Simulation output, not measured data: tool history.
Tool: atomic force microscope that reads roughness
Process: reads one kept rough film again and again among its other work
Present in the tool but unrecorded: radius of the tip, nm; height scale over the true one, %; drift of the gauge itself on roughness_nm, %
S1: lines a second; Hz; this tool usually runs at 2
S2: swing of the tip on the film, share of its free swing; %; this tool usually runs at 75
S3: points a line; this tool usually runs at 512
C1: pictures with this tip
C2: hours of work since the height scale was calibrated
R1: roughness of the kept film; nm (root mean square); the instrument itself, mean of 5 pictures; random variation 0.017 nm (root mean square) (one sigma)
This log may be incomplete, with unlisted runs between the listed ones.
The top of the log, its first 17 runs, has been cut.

run    hour    S1  S2    S3   C1    C2     R1
      998.3  -- new tip fitted
 18  1018.8     2  75   512   19   576  4.103
 19  1072.1  3.54  86   309   69   598  2.971
     1113.7  -- new tip fitted
 20  1144.1  3.54  86   309   29   628  3.188
 21  1224.9  3.54  86   309  104   661  2.879
     1231.4  -- new tip fitted
 22  1309.1  3.54  86   309   72   696   2.98
     1347.9  -- new tip fitted
 23  1361.5  3.54  86   309   13   718  3.281
 24    1439  3.54  86   309   85   750   2.94
     1465.6  -- new tip fitted
 25  1492.2  3.08  88   512   24   772  3.262
 26  1536.1  3.08  88   512   65   790  3.026
     1581.7  -- new tip fitted
 27  1612.9  3.08  84  1015   29   822  3.424
 28  1658.1  3.08  84  1015   71   841  3.228
     1696.2  -- new tip fitted
 29  1741.1  2.07  84  1015   42   875  3.645
     1810.8  -- new tip fitted
 30  1816.2  1.65  64   708    5   906  4.572
 31  1879.8     2  75   271   64   933  3.821
     1926.8  -- new tip fitted
 32  1947.6     2  59   271   19   961  4.452
 33  1994.7     2  59   271   63   980   4.16
     2042.9  -- new tip fitted
 34  2067.3  0.71  88  1008   22  1011  4.254

5 ways to go on from here, each from the tool as it stands after run 34. What would each give?
  A  2121.4  2.63  88  1008  73  1033   ?
  B  2121.4  2.43  80   325  73  1033   ?
  C  2121.4  3.39  88  1008  73  1033   ?
  D  2121.4     2  56   512  73  1033   ?
  E  2121.4  3.92  65   814  73  1033   ?

run     R1
  A  3.188
  B  3.495
  C  2.931
  D   4.16
  E  3.774
Without the tool's unlogged condition, the same runs would have read:
run     R1
  A  3.539
  B   3.88
  C  3.253
  D  4.618
  E  4.189
